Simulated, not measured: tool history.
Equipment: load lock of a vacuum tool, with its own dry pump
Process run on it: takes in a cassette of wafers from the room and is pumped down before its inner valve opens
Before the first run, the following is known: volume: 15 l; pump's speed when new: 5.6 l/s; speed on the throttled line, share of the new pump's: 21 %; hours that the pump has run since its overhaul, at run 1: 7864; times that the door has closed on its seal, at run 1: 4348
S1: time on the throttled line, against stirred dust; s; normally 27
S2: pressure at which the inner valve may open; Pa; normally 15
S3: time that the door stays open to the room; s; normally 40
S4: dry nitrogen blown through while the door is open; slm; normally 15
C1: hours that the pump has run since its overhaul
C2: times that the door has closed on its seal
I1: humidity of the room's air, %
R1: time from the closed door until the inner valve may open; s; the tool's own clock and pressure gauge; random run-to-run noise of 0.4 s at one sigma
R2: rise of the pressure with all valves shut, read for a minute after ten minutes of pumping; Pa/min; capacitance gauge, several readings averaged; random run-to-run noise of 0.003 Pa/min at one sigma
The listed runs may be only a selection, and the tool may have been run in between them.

Run 1, hour 0.0: usual settings; C1 7864; C2 4348; I1 48.8. Result: R1 46.8 s, R2 0.057 Pa/min.
Run 2, hour 269.9: usual settings; C1 8134; C2 5037; I1 43.7. Result: R1 47.0 s, R2 0.053 Pa/min.
Run 3, hour 502.4: usual settings but S2 16 Pa; C1 8366; C2 5631; I1 43.8. Result: R1 46.6 s, R2 0.052 Pa/min.
Run 4, hour 739.8: usual settings but S2 16 Pa; C1 8604; C2 6237; I1 43.9. Result: R1 46.3 s, R2 0.050 Pa/min.
Run 5, hour 905.1: usual settings but S2 16 Pa; C1 8769; C2 6659; I1 43.3. Result: R1 47.3 s, R2 0.058 Pa/min.
Run 6, hour 1100.3: usual settings but S2 16 Pa; C1 8964; C2 7158; I1 47.3. Result: R1 47.6 s, R2 0.062 Pa/min.
Run 7, hour 1386.7: usual settings but S2 16 Pa; C1 9251; C2 7889; I1 46.8. Result: R1 47.4 s, R2 0.060 Pa/min.
Run 8, hour 1652.4: usual settings but S2 23 Pa; C1 9516; C2 8568; I1 42.6. Result: R1 46.6 s, R2 0.056 Pa/min.
Run 9, hour 1800.8: usual settings but S2 23 Pa; C1 9665; C2 8947; I1 40.8. Result: R1 46.2 s, R2 0.055 Pa/min.
Run 10, hour 1926.1: usual settings but S1 49 s; C1 9790; C2 9267; I1 44.1. Result: R1 65.0 s, R2 0.058 Pa/min.
Run 11, hour 2224.0: usual settings but S1 49 s; C1 10088; C2 10028; I1 44.4. Result: R1 64.3 s, R2 0.060 Pa/min.
Run 12, hour 2451.0: usual settings but S3 117 s; C1 10315; C2 10608; I1 45.1. Result: R1 47.9 s, R2 0.107 Pa/min.
Run 13, hour 2742.0: usual settings but S3 117 s; C1 10606; C2 11351; I1 47.8. Result: R1 47.7 s, R2 0.116 Pa/min.
Run 14, hour 2920.0: usual settings but S3 117 s; C1 10784; C2 11805; I1 47.3. Result: R1 47.6 s, R2 0.112 Pa/min.
Run 15, hour 3150.2: usual settings but S3 117 s; C1 11014; C2 12393; I1 46.3. Result: R1 47.4 s, R2 0.109 Pa/min.
Run 16, hour 3386.8: usual settings but S3 117 s; C1 11251; C2 12998; I1 43.2. Result: R1 47.5 s, R2 0.109 Pa/min.
Run 17, hour 3565.7: usual settings but S3 117 s; C1 11430; C2 13455; I1 45.6. Result: R1 48.2 s, R2 0.115 Pa/min.
Run 18, hour 3762.8: usual settings but S3 49 s; C1 11627; C2 13958; I1 46.6. Result: R1 48.0 s, R2 0.076 Pa/min.
Run 19, hour 4049.4: usual settings but S3 104 s; C1 11913; C2 14690; I1 43.4. Result: R1 47.6 s, R2 0.108 Pa/min.
Run 20, hour 4223.8: usual settings but S3 104 s; C1 12088; C2 15135; I1 47.8. Result: R1 48.4 s, R2 0.122 Pa/min.
Run 21, hour 4444.5: usual settings but S3 104 s; C1 12308; C2 15699; I1 49.4. Result: R1 48.7 s, R2 0.115 Pa/min.
Run 22, hour 4673.8: usual settings but S3 104 s; C1 12538; C2 16285; I1 44.9. Result: R1 48.8 s, R2 0.108 Pa/min.
Run 23, hour 4898.7: usual settings but S3 104 s; C1 12763; C2 16859; I1 42.6. Result: R1 48.5 s, R2 0.103 Pa/min.
Run 24, hour 5121.4: usual settings but S3 104 s; C1 12985; C2 17428; I1 45.5. Result: R1 48.3 s, R2 0.116 Pa/min.
Run 25, hour 5402.9: usual settings but S2 19 Pa, S4 10 slm; C1 13267; C2 18147; I1 44.5. Result: R1 47.2 s, R2 0.080 Pa/min.
Run 26, hour 5561.1: usual settings but S2 19 Pa, S4 10 slm; C1 13425; C2 18551; I1 48.9. Result: R1 48.3 s, R2 0.087 Pa/min.
Run 27, hour 5861.6: usual settings but S1 30 s; C1 13726; C2 19319; I1 46.2. Result: R1 51.2 s, R2 0.090 Pa/min.
Run 28, hour 6031.7: usual settings but S2 13 Pa, S4 33 slm; C1 13896; C2 19753; I1 45.9. Result: R1 49.3 s, R2 0.070 Pa/min.
Run 29, hour 6282.3: usual settings but S2 13 Pa, S4 33 slm; C1 14146; C2 20393; I1 45.9. Result: R1 49.1 s, R2 0.078 Pa/min.
Run 30, hour 6580.0: usual settings but S1 48 s, S4 25 slm; C1 14444; C2 21153; I1 43.1. Result: R1 64.8 s, R2 0.084 Pa/min.
Run 31, hour 6765.7: usual settings but S1 47 s, S4 37 slm; C1 14630; C2 21628; I1 45.3. Result: R1 63.7 s, R2 0.080 Pa/min.
Run 32, hour 6956.8: usual settings but S3 168 s, S4 25 slm; C1 14821; C2 22116; I1 42.4. Result: R1 49.5 s, R2 0.131 Pa/min.
Run 33, hour 7204.6: usual settings but S2 22 Pa, S3 39 s; C1 15069; C2 22749; I1 44.8. Result: R1 48.7 s, R2 0.097 Pa/min.
Run 34, hour 7412.1: usual settings but S2 21 Pa, S3 105 s, S4 27 slm; C1 15276; C2 23279; I1 43.0. Result: R1 48.3 s, R2 0.118 Pa/min.
Run 35, hour 7610.3: usual settings but S1 16 s, S2 11 Pa; C1 15474; C2 23785; I1 46.4. Result: R1 42.4 s, R2 0.095 Pa/min.
Run 36, hour 7858.0: usual settings but S1 16 s, S2 20 Pa, S4 29 slm; C1 15722; C2 24417; I1 45.9. Result: R1 40.4 s, R2 0.087 Pa/min.
Run 37, hour 8107.5: usual settings but S1 14 s, S2 27 Pa; C1 15971; C2 25055; I1 40.2. Result: R1 38.2 s, R2 0.095 Pa/min.

Alternative continuations, all from the tool just after run 37; predict every row:
Run A, hour 8410.4: usual settings but S1 35 s, S2 27 Pa, S4 10 slm; C1 16274; C2 25828; I1 44.6. Result: R1 ?, R2 ?.
Run B, hour 8410.4: usual settings but S1 34 s, S2 27 Pa, S3 33 s, S4 10 slm; C1 16274; C2 25828; I1 46.2. Result: R1 ?, R2 ?.
Run C, hour 8410.4: usual settings but S1 14 s, S2 20 Pa, S3 26 s; C1 16274; C2 25828; I1 45.3. Result: R1 ?, R2 ?.

run    R1     R2
  A  53.6  0.106
  B  52.3  0.106
  C  39.1  0.088
Stripped of hidden state, with their random variation kept, the same runs would have yielded:
run    R1     R2
  A  49.9  0.053
  B  48.6  0.052
  C  34.1  0.035
